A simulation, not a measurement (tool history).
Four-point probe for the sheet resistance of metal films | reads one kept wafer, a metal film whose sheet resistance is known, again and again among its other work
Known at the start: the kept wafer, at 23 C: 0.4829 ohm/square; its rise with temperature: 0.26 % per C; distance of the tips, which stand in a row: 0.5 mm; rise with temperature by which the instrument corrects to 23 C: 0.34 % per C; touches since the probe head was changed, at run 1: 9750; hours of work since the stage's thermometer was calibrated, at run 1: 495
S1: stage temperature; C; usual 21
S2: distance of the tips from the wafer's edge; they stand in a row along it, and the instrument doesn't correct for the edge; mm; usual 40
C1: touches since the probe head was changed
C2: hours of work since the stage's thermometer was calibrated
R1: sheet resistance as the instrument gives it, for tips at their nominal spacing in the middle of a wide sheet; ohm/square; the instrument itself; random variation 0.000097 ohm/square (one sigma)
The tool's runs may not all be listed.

run	day	S1	S2	C1	C2	R1
1	0.000	21	40	9750	495	0.484970
2	3.258	21	40	10780	538	0.484880
3	5.358	23	40	11444	567	0.484057
4	6.788	23	40	11895	586	0.484225
5	9.629	24	40	12793	624	0.483903
6	12.121	20	40	13580	658	0.485423
7	14.200	23	40	14237	686	0.484127
8	16.271	23	40	14891	714	0.484339
9	18.646	32	5	15642	746	0.483534
10	21.583	32	5	16569	785	0.483871
11	24.533	28	6	17502	825	0.484355
12	27.879	23	40	18559	870	0.484063

Run 13 comes next. What will it give?
13	30.967	23	40	19534	911	?

{"run 13": {"R1": 0.48412}}
Without the tool's hidden state the same run would have given R1 0.482841 ohm/square.
